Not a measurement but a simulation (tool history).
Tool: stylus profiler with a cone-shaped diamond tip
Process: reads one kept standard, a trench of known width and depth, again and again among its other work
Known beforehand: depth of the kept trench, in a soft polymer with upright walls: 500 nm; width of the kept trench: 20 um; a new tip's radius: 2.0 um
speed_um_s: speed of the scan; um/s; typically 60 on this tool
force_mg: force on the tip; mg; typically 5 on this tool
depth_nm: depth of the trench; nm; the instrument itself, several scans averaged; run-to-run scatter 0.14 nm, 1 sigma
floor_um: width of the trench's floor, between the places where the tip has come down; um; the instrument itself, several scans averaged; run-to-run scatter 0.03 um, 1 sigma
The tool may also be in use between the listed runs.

run     day  speed_um_s  force_mg  depth_nm  floor_um
  1       0          60         5     508.3     15.98
  2   1.388          60         5    508.26     16.01
  3   2.808          60         5    508.12     15.95
  4    4.45          60      2.02    504.35     15.82
  5   5.621          60      2.02    504.77     15.73
  6    7.05          60      2.02    504.55     15.75
  7   8.962          44         5    508.55      15.9
  8  10.983          44         5    508.47     15.91
  9  12.229          44         5    508.39      15.9
 10  13.767          99         5    508.45     15.59
 11  15.725          99         5    508.51     15.61
 12  17.417          99         5    508.54     15.57
 13  19.354          99         5    508.67     15.59
 14  20.775          99         5    508.79     15.55
 15  22.704          99      9.36    513.09     15.62
 16   23.95          60     12.75    515.85     15.73
 17  25.817          60     12.75    515.69     15.71
 18  27.796          79         5    508.84     15.55
 19  28.867          79         5    508.81     15.55
 20  30.754          79         5    509.03     15.53
 21  32.762          79         5    508.77     15.41
     32.896  -- height scale calibrated on a step standard
 22  33.771          60         5    509.64     15.48
 23  35.458          60         5    509.36      15.5
 24  36.958         129      3.97    508.29     15.18
 25  38.746         129      3.97    508.55     15.11
 26  40.571         129      3.97    508.22     15.08
 27  41.446         146      1.85    505.54     14.64
     42.175  -- height scale calibrated on a step standard, once more
 28  43.396          50      1.75    504.26     15.26
 29  44.788          91      4.98    508.24     15.29
 30  46.567         210      3.11    506.04     14.44
 31   48.15          20         5    508.24     15.52
 32  49.454          58      1.76    504.27     15.19
 33  50.738          58      1.76    504.47     15.14
 34    51.6         128      5.03    508.35        15
 35  53.396          45      5.37    508.82      15.4
 36  54.717         123      2.11    505.03     14.69
 37  56.029         172      3.45    506.57     14.51
 38  56.962         107       3.7    507.22     15.02
 39  58.542          58      1.69    504.53     15.07
 40  59.708          96      4.92    508.49     15.07
 41  60.688          96      3.74     507.1     14.96
 42  62.475          72       4.1    507.62     15.07
 43  64.029          63         5    508.68     15.21
 44  65.821          20      2.35    505.29     15.32
 45    67.9          20      2.35    505.55      15.2

For some of the steps in depth_nm from one run to the next: how much would appear even if the tool had no hidden state, given the settings, what came in and random variation, and how much remains for the hidden state plus any gauge scatter that the measured result and the result without hidden state don't share?
Unlogged tool condition in this case: radius of the tip, um; height scale over the true one, %; drift of the gauge itself on depth_nm, %; drift of the gauge itself on floor_um, %.
Run 6 -> 7: speed_um_s 60 -> 44, force_mg 2.02 -> 5. depth_nm +4 nm: hidden state +0.04, all else +3.96.
Run 14 -> 15: force_mg 5 -> 9.36. depth_nm +4.3 nm: hidden state +0.04, all else +4.26.
Run 17 -> 18: speed_um_s 60 -> 79, force_mg 12.75 -> 5. depth_nm -6.85 nm: hidden state +0.03, all else -6.88.
Run 21 -> 22: speed_um_s 79 -> 60, height scale calibrated on a step standard. depth_nm +0.87 nm: hidden state +0.49, all else +0.38.
Run 27 -> 28: speed_um_s 146 -> 50, force_mg 1.85 -> 1.75, height scale calibrated on a step standard, once more. depth_nm -1.28 nm: hidden state -1.23, all else -0.05.
